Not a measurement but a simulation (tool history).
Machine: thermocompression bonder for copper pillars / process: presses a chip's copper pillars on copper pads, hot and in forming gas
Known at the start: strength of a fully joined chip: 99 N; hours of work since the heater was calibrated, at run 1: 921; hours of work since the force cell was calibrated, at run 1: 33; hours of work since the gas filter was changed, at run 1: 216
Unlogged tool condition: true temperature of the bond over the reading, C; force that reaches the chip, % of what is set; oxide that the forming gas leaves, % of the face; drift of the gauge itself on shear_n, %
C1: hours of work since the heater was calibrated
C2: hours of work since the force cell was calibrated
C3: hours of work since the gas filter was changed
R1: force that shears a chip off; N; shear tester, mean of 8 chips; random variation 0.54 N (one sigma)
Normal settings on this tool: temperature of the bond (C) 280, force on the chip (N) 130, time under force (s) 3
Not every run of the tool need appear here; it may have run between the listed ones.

Run 1, hour 0: usual settings; C1 921; C2 33; C3 216. Result: R1 44.2 N.
Run 2, hour 34.2: usual settings; C1 944; C2 56; C3 239. Result: R1 44.3 N.
At hour 42.3: forming gas filter changed.
Run 3, hour 50.5: usual settings; C1 954; C2 66; C3 5. Result: R1 48.8 N.
Run 4, hour 76.2: usual settings; C1 971; C2 83; C3 23. Result: R1 50.1 N.
Run 5, hour 98.6: usual settings; C1 986; C2 98; C3 37. Result: R1 48.5 N.
At hour 110.5: heater calibrated with a thermocouple chip.
Run 6, hour 119: usual settings; C1 6; C2 110; C3 50. Result: R1 51.2 N.
Run 7, hour 146.2: usual settings but temperature of the bond (C) 257; C1 24; C2 129; C3 68. Result: R1 42.6 N.
Run 8, hour 178.9: usual settings but temperature of the bond (C) 257; C1 45; C2 150; C3 90. Result: R1 42.1 N.
Run 9, hour 212.6: usual settings; C1 68; C2 173; C3 112. Result: R1 49.8 N.
Run 10, hour 236.5: usual settings but temperature of the bond (C) 281, force on the chip (N) 92, time under force (s) 4; C1 84; C2 189; C3 128. Result: R1 45.9 N.
Run 11, hour 265.6: usual settings but temperature of the bond (C) 281, force on the chip (N) 92, time under force (s) 4; C1 103; C2 208; C3 147. Result: R1 45.1 N.
Run 12, hour 288.7: usual settings but temperature of the bond (C) 295, force on the chip (N) 146, time under force (s) 2; C1 119; C2 223; C3 163. Result: R1 51 N.
At hour 302: heater calibrated with a thermocouple chip, once more.
Run 13, hour 307.5: usual settings but temperature of the bond (C) 303, force on the chip (N) 113, time under force (s) 2; C1 4; C2 235; C3 174. Result: R1 39.5 N.
Run 14, hour 334.4: usual settings but temperature of the bond (C) 268, force on the chip (N) 115, time under force (s) 4; C1 22; C2 252; C3 192. Result: R1 37.2 N.
Run 15, hour 367.6: usual settings but force on the chip (N) 179, time under force (s) 5; C1 44; C2 274; C3 214. Result: R1 57.8 N.
Run 16, hour 396.1: usual settings; C1 63; C2 293; C3 233. Result: R1 41.3 N.
Run 17, hour 410.4: usual settings but time under force (s) 6; C1 72; C2 303; C3 242. Result: R1 50 N.
At hour 412.7: forming gas filter changed.
Run 18, hour 439.9: usual settings but time under force (s) 5; C1 91; C2 322; C3 18. Result: R1 54.1 N.

3 ways to go on from here, each from the tool as it stands after run 18. What would each give?
Run A, hour 455.7: usual settings but temperature of the bond (C) 276, force on the chip (N) 162; C1 102; C2 333; C3 29. Result: R1 ?.
Run B, hour 455.7: usual settings but temperature of the bond (C) 263, force on the chip (N) 131; C1 102; C2 333; C3 29. Result: R1 ?.
Run C, hour 455.7: usual settings but temperature of the bond (C) 263, force on the chip (N) 158, time under force (s) 2; C1 102; C2 333; C3 29. Result: R1 ?.

run    R1
  A  49.4
  B  38.8
  C  37.8
Take away the tool's hidden state, keep each run's random variation, and the runs would have read:
run    R1
  A  49.4
  B  38.8
  C  37.7

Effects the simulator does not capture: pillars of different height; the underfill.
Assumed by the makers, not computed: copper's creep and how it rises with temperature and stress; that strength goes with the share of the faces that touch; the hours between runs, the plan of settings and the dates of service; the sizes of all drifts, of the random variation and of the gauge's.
